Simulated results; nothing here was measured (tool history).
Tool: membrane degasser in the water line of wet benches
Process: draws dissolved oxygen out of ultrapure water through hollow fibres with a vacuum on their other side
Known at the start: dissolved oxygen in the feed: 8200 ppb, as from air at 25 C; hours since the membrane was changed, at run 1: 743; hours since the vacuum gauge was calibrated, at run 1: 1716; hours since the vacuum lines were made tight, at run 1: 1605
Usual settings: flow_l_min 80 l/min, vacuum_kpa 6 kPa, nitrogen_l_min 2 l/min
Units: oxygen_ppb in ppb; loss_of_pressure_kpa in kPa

run	hour	flow_l_min	vacuum_kpa	nitrogen_l_min	hours since the membrane was changed	hours since the vacuum gauge was calibrated	hours since the vacuum lines were made tight	oxygen_ppb	loss_of_pressure_kpa
1	0	80	6	2	743	1716	1605	225.5	28.43
2	29.5	80	6	2	772	1746	1634	225.6	28.48
3	56.4	80	6	2	799	1773	1661	226.4	28.07
4	76.1	80	6	2	819	1793	1681	225.9	28.42
5	118.6	80	6	4.27	861	1835	1723	121.7	28.12
6	149.9	80	6	4.27	893	1866	1755	121.3	28.44
7	189.1	80	6	2	932	1906	1794	227.7	28.33
8	229.2	80	6	2	972	1946	1834	225.8	28.29
9	253.7	80	6	2	996	1970	1858	225.2	28.4
# hour 256.9: vacuum gauge calibrated
10	297.9	77	14.32	3.45	1040	41	1902	520.5	26.93
11	337.6	80	6.92	2	1080	81	1942	300.1	28.37
12	368.5	73	6	2	1111	112	1973	210.7	25.85
# hour 394.7: vacuum gauge calibrated, once more
13	400	73	6	2	1142	5	2004	206.6	26.15

How the hidden state differs across the entries between the runs, from the last listed run before each to the first after it:
Between runs 9 and 10: vacuum gauge calibrated (hour 256.9)
  true pressure behind the membrane over the reading, kPa: 0.05 -> 0.08; air that leaks in behind the membrane, l/min: 0.004 -> 0.0041
  measured less the result without the state, oxygen_ppb: +4 -> +3.6 ppb
Between runs 12 and 13: vacuum gauge calibrated, once more (hour 394.7)
  true pressure behind the membrane over the reading, kPa: 0.08 -> 0.01
  measured less the result without the state, oxygen_ppb: +5.8 -> +0.7 ppb
